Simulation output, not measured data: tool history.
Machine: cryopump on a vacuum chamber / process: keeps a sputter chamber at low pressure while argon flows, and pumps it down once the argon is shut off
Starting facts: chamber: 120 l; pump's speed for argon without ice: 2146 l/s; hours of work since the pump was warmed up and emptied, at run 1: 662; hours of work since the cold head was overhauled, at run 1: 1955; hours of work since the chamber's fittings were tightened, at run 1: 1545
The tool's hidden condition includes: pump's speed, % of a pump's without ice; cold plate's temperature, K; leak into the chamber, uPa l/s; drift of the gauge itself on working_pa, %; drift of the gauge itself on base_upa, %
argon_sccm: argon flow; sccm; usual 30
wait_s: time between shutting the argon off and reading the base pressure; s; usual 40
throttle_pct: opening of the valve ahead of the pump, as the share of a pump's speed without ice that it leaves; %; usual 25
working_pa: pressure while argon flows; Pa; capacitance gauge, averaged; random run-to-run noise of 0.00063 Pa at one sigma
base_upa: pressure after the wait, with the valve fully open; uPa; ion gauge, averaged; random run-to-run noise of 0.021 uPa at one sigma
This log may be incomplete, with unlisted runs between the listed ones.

run,hour,argon_sccm,wait_s,throttle_pct,hours of work since the pump was warmed up and emptied,hours of work since the cold head was overhauled,hours of work since the chamber's fittings were tightened,working_pa,base_upa
1,0.0,30,40,25,662,1955,1545,0.0970,1.68
2,45.6,30,40,25,700,1994,1583,0.0992,1.65
3,109.2,30,40,25,754,2048,1637,0.0984,1.67
4,155.4,30,40,21,794,2087,1677,0.1160,1.63
5,198.0,30,40,25,830,2123,1713,0.0990,1.68
6,289.3,30,40,25,908,2201,1791,0.0990,1.69
7,341.6,30,40,25,952,2245,1835,0.0985,1.68
8,419.6,30,40,25,1018,2312,1901,0.1000,1.68
9,505.2,30,40,31,1091,2384,1974,0.0814,1.66
10,553.7,30,40,25,1132,2426,2015,0.1003,1.65
# hour 624.0: pump warmed up, emptied and cooled again
11,654.5,30,40,25,26,2507,2097,0.0954,1.66
12,713.2,30,40,25,76,2557,2147,0.0952,1.67
13,815.9,30,40,25,163,2644,2234,0.0965,1.66
14,860.4,30,40,25,201,2682,2272,0.0956,1.68
15,935.7,30,40,25,265,2746,2336,0.0966,1.67
16,996.8,30,40,25,317,2798,2388,0.0972,1.67
17,1091.6,30,40,25,398,2879,2469,0.0980,1.73
18,1138.2,22,40,15,437,2918,2508,0.1174,1.68
19,1180.8,13,52,15,473,2955,2544,0.0693,1.37
20,1253.5,28,186,15,535,3016,2606,0.1488,0.62
21,1302.5,57,55,25,577,3058,2648,0.1869,1.32
22,1345.4,57,55,25,613,3095,2684,0.1868,1.36
23,1391.5,57,55,25,653,3134,2724,0.1856,1.37
24,1449.8,57,55,45,702,3183,2773,0.1061,1.38
25,1520.1,57,55,45,762,3243,2833,0.1070,1.36
26,1566.8,57,55,45,802,3283,2873,0.1073,1.38
27,1608.6,29,279,39,837,3318,2908,0.0637,0.57
# hour 1686.3: leaking fittings of the chamber tightened, without venting
28,1701.7,14,32,56,915,3396,13,0.0217,1.90
29,1768.1,15,244,25,971,3452,70,0.0499,0.43
30,1833.2,14,40,24,1026,3508,125,0.0472,1.59
31,1898.8,14,31,24,1082,3563,181,0.0481,1.96
32,1993.2,48,38,25,1162,3644,261,0.1604,1.67
# hour 2035.0: pump warmed up, emptied and cooled again
33,2094.1,56,40,25,50,3725,342,0.1804,1.56
34,2145.4,56,40,25,94,3769,386,0.1788,1.58

Predict each of these 3 candidate next runs independently; none follows another, all start after run 34:
A,2240.3,56,40,28,175,3850,467,?,?
B,2240.3,18,201,41,175,3850,467,?,?
C,2240.3,30,239,25,175,3850,467,?,?

run,working_pa,base_upa
A,0.1630,1.54
B,0.0354,0.51
C,0.0965,0.44
The same runs, with their run-to-run variation unchanged, on a tool lacking any hidden condition would have given:
run,working_pa,base_upa
A,0.1594,1.47
B,0.0343,0.45
C,0.0946,0.38

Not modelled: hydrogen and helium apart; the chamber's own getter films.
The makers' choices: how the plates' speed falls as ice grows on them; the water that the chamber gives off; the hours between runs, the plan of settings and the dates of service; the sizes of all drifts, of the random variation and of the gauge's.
